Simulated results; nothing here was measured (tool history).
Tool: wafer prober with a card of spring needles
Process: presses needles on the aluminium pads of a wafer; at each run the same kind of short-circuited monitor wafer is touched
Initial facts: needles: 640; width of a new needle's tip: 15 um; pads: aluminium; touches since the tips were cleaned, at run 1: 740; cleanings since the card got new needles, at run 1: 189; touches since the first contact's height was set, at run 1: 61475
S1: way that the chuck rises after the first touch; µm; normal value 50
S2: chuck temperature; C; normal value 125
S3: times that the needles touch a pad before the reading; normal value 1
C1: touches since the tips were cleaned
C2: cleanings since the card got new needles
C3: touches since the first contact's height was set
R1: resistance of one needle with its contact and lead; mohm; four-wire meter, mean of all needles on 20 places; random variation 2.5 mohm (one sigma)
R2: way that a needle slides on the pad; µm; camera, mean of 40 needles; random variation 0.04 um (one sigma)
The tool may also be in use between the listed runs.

{"run": 1, "day": 0.0, "S1": 50, "S2": 125, "S3": 1, "C1": 740, "C2": 189, "C3": 61475, "R1": 331, "R2": 12.67}
{"day": 0.483, "done": "tips cleaned on abrasive film"}
{"day": 0.967, "done": "tips cleaned on abrasive film"}
{"day": 1.45, "done": "tips cleaned on abrasive film"}
{"day": 2.054, "done": "tips cleaned on abrasive film"}
{"run": 2, "day": 2.446, "S1": 50, "S2": 125, "S3": 1, "C1": 4003, "C2": 193, "C3": 86129, "R1": 403, "R2": 12.62}
{"day": 2.571, "done": "tips cleaned on abrasive film"}
{"day": 2.583, "done": "height of the first contact set anew"}
{"day": 3.067, "done": "tips cleaned on abrasive film"}
{"day": 3.55, "done": "tips cleaned on abrasive film"}
{"day": 4.033, "done": "tips cleaned on abrasive film"}
{"run": 3, "day": 4.254, "S1": 50, "S2": 125, "S3": 1, "C1": 2245, "C2": 197, "C3": 16822, "R1": 361, "R2": 13.01}
{"day": 4.621, "done": "tips cleaned on abrasive film"}
{"day": 5.221, "done": "tips cleaned on abrasive film"}
{"run": 4, "day": 5.675, "S1": 50, "S2": 125, "S3": 1, "C1": 4574, "C2": 199, "C3": 31113, "R1": 402, "R2": 12.84}
{"day": 5.796, "done": "tips cleaned on abrasive film"}
{"day": 6.388, "done": "tips cleaned on abrasive film"}
{"day": 6.988, "done": "tips cleaned on abrasive film"}
{"day": 7.471, "done": "tips cleaned on abrasive film"}
{"run": 5, "day": 7.862, "S1": 50, "S2": 125, "S3": 1, "C1": 3968, "C2": 203, "C3": 53151, "R1": 399, "R2": 12.82}
{"day": 7.988, "done": "tips cleaned on abrasive film"}
{"day": 8.592, "done": "tips cleaned on abrasive film"}
{"day": 9.192, "done": "tips cleaned on abrasive film"}
{"day": 9.708, "done": "tips cleaned on abrasive film"}
{"run": 6, "day": 9.708, "S1": 50, "S2": 125, "S3": 1, "C1": 0, "C2": 207, "C3": 71697, "R1": 306, "R2": 12.74}
{"day": 10.312, "done": "tips cleaned on abrasive film"}
{"day": 10.904, "done": "tips cleaned on abrasive film"}
{"day": 11.275, "done": "height of the first contact set anew"}
{"day": 11.521, "done": "tips cleaned on abrasive film"}
{"run": 7, "day": 11.621, "S1": 50, "S2": 125, "S3": 1, "C1": 1035, "C2": 210, "C3": 3465, "R1": 339, "R2": 13}
{"day": 12.1, "done": "tips cleaned on abrasive film"}
{"day": 12.583, "done": "tips cleaned on abrasive film"}
{"run": 8, "day": 12.946, "S1": 50, "S2": 125, "S3": 1, "C1": 3651, "C2": 212, "C3": 16810, "R1": 399, "R2": 12.92}
{"day": 13.083, "done": "tips cleaned on abrasive film"}
{"day": 13.683, "done": "tips cleaned on abrasive film"}
{"day": 14.167, "done": "tips cleaned on abrasive film"}
{"day": 14.65, "done": "tips cleaned on abrasive film"}
{"run": 9, "day": 15.033, "S1": 50, "S2": 125, "S3": 1, "C1": 3870, "C2": 216, "C3": 37814, "R1": 406, "R2": 12.81}
{"day": 15.158, "done": "tips cleaned on abrasive film"}
{"day": 15.642, "done": "tips cleaned on abrasive film"}
{"day": 16.125, "done": "tips cleaned on abrasive film"}
{"day": 16.725, "done": "tips cleaned on abrasive film"}
{"run": 10, "day": 16.762, "S1": 50, "S2": 125, "S3": 2, "C1": 355, "C2": 220, "C3": 55179, "R1": 309, "R2": 12.72}
{"day": 17.246, "done": "tips cleaned on abrasive film"}
{"day": 17.85, "done": "tips cleaned on abrasive film"}
{"day": 18.45, "done": "tips cleaned on abrasive film"}
{"day": 19.038, "done": "tips cleaned on abrasive film"}
{"run": 11, "day": 19.104, "S1": 50, "S2": 76, "S3": 1, "C1": 656, "C2": 224, "C3": 78753, "R1": 324, "R2": 12.6}
{"day": 19.579, "done": "tips cleaned on abrasive film"}
{"day": 19.942, "done": "height of the first contact set anew"}
{"day": 20.188, "done": "tips cleaned on abrasive film"}
{"run": 12, "day": 20.3, "S1": 50, "S2": 50, "S3": 1, "C1": 1135, "C2": 226, "C3": 3564, "R1": 332, "R2": 12.97}
{"day": 20.783, "done": "tips cleaned on abrasive film"}
{"day": 21.367, "done": "tips cleaned on abrasive film"}
{"run": 13, "day": 21.625, "S1": 50, "S2": 50, "S3": 1, "C1": 2620, "C2": 228, "C3": 16955, "R1": 375, "R2": 12.91}
{"day": 21.871, "done": "tips cleaned on abrasive film"}
{"day": 22.475, "done": "tips cleaned on abrasive film"}
{"day": 23.075, "done": "tips cleaned on abrasive film"}
{"day": 23.679, "done": "tips cleaned on abrasive film"}
{"day": 24.258, "done": "tips cleaned on abrasive film"}
{"run": 14, "day": 24.258, "S1": 32, "S2": 50, "S3": 1, "C1": 0, "C2": 233, "C3": 43448, "R1": 330, "R2": 8.07}
{"day": 24.862, "done": "tips cleaned on abrasive film"}
{"day": 25.346, "done": "tips cleaned on abrasive film"}
{"run": 15, "day": 25.7, "S1": 32, "S2": 50, "S3": 1, "C1": 3605, "C2": 235, "C3": 57969, "R1": 593, "R2": 8.03}
{"day": 25.946, "done": "tips cleaned on abrasive film"}
{"day": 26.429, "done": "tips cleaned on abrasive film"}
{"day": 27.025, "done": "tips cleaned on abrasive film"}
{"run": 16, "day": 27.4, "S1": 68, "S2": 50, "S3": 1, "C1": 3787, "C2": 238, "C3": 75064, "R1": 349, "R2": 17.37}
{"day": 27.521, "done": "tips cleaned on abrasive film"}
{"day": 28.004, "done": "tips cleaned on abrasive film"}
{"day": 28.488, "done": "tips cleaned on abrasive film"}
{"day": 28.612, "done": "height of the first contact set anew"}
{"run": 17, "day": 28.612, "S1": 43, "S2": 87, "S3": 2, "C1": 1119, "C2": 241, "C3": 0, "R1": 335, "R2": 11.22}
{"day": 29.096, "done": "tips cleaned on abrasive film"}
{"day": 29.579, "done": "tips cleaned on abrasive film"}
{"run": 18, "day": 29.779, "S1": 43, "S2": 66, "S3": 2, "C1": 2045, "C2": 243, "C3": 11763, "R1": 348, "R2": 11.15}
{"day": 30.142, "done": "tips cleaned on abrasive film"}
{"day": 30.625, "done": "tips cleaned on abrasive film"}
{"day": 31.225, "done": "tips cleaned on abrasive film"}
{"day": 31.708, "done": "tips cleaned on abrasive film"}
{"run": 19, "day": 31.771, "S1": 50, "S2": 125, "S3": 2, "C1": 635, "C2": 247, "C3": 31800, "R1": 317, "R2": 12.87}
{"day": 32.254, "done": "tips cleaned on abrasive film"}
{"day": 32.85, "done": "tips cleaned on abrasive film"}
{"day": 33.433, "done": "tips cleaned on abrasive film"}
{"run": 20, "day": 33.433, "S1": 37, "S2": 50, "S3": 2, "C1": 0, "C2": 250, "C3": 48508, "R1": 294, "R2": 9.36}
{"day": 33.917, "done": "tips cleaned on abrasive film"}
{"day": 34.521, "done": "tips cleaned on abrasive film"}
{"day": 35.121, "done": "tips cleaned on abrasive film"}
{"run": 21, "day": 35.288, "S1": 37, "S2": 50, "S3": 2, "C1": 1668, "C2": 253, "C3": 67182, "R1": 376, "R2": 9.26}
{"day": 35.65, "done": "tips cleaned on abrasive film"}
{"day": 36.133, "done": "tips cleaned on abrasive film"}
{"day": 36.738, "done": "tips cleaned on abrasive film"}
{"day": 37.338, "done": "tips cleaned on abrasive film"}
{"day": 37.35, "done": "height of the first contact set anew"}
{"run": 22, "day": 37.508, "S1": 37, "S2": 115, "S3": 2, "C1": 1585, "C2": 257, "C3": 1585, "R1": 377, "R2": 9.59}
{"day": 37.871, "done": "tips cleaned on abrasive film"}
{"day": 38.354, "done": "tips cleaned on abrasive film"}
{"day": 38.95, "done": "tips cleaned on abrasive film"}
{"day": 39.554, "done": "tips cleaned on abrasive film"}
{"run": 23, "day": 39.9, "S1": 37, "S2": 42, "S3": 2, "C1": 3542, "C2": 261, "C3": 25697, "R1": 422, "R2": 9.57}
{"day": 40.146, "done": "tips cleaned on abrasive film"}
{"day": 40.629, "done": "tips cleaned on abrasive film"}
{"day": 41.233, "done": "tips cleaned on abrasive film"}
{"run": 24, "day": 41.254, "S1": 37, "S2": 42, "S3": 2, "C1": 250, "C2": 264, "C3": 39309, "R1": 319, "R2": 9.48}
{"day": 41.738, "done": "tips cleaned on abrasive film"}
{"day": 42.221, "done": "tips cleaned on abrasive film"}
{"run": 25, "day": 42.562, "S1": 61, "S2": 107, "S3": 1, "C1": 3454, "C2": 266, "C3": 52482, "R1": 371, "R2": 15.61}
{"day": 42.808, "done": "tips cleaned on abrasive film"}
{"day": 43.408, "done": "tips cleaned on abrasive film"}
{"day": 43.892, "done": "tips cleaned on abrasive film"}
{"run": 26, "day": 43.967, "S1": 41, "S2": 107, "S3": 2, "C1": 735, "C2": 269, "C3": 66578, "R1": 342, "R2": 10.27}
{"day": 44.446, "done": "tips cleaned on abrasive film"}
{"day": 44.929, "done": "tips cleaned on abrasive film"}
{"day": 45.446, "done": "tips cleaned on abrasive film"}
{"run": 27, "day": 45.446, "S1": 41, "S2": 107, "S3": 2, "C1": 0, "C2": 272, "C3": 81475, "R1": 317, "R2": 10.19}
{"day": 46.05, "done": "tips cleaned on abrasive film"}
{"day": 46.062, "done": "height of the first contact set anew"}
{"day": 46.546, "done": "tips cleaned on abrasive film"}
{"day": 47.15, "done": "tips cleaned on abrasive film"}
{"run": 28, "day": 47.471, "S1": 61, "S2": 35, "S3": 2, "C1": 3257, "C2": 275, "C3": 14190, "R1": 331, "R2": 15.86}

Forecast each of these 3 alternatives for the next run:
{"day": 47.712, "done": "tips cleaned on abrasive film"}
{"day": 48.196, "done": "tips cleaned on abrasive film"}
{"day": 48.779, "done": "tips cleaned on abrasive film"}
{"run": "A", "day": 48.829, "S1": 50, "S2": 68, "S3": 1, "C1": 482, "C2": 278, "C3": 27837, "R1": "?", "R2": "?"}
{"day": 47.712, "done": "tips cleaned on abrasive film"}
{"day": 48.196, "done": "tips cleaned on abrasive film"}
{"day": 48.779, "done": "tips cleaned on abrasive film"}
{"run": "B", "day": 48.829, "S1": 50, "S2": 37, "S3": 1, "C1": 482, "C2": 278, "C3": 27837, "R1": "?", "R2": "?"}
{"day": 47.712, "done": "tips cleaned on abrasive film"}
{"day": 48.196, "done": "tips cleaned on abrasive film"}
{"day": 48.779, "done": "tips cleaned on abrasive film"}
{"run": "C", "day": 48.829, "S1": 67, "S2": 41, "S3": 2, "C1": 482, "C2": 278, "C3": 27837, "R1": "?", "R2": "?"}

run=A R1=332 R2=12.93
run=B R1=324 R2=12.93
run=C R1=284 R2=17.27
The same runs, with their run-to-run variation unchanged, on a tool lacking any hidden condition would have given:
run=A R1=273 R2=13.06
run=B R1=264 R2=13.06
run=C R1=260 R2=17.41

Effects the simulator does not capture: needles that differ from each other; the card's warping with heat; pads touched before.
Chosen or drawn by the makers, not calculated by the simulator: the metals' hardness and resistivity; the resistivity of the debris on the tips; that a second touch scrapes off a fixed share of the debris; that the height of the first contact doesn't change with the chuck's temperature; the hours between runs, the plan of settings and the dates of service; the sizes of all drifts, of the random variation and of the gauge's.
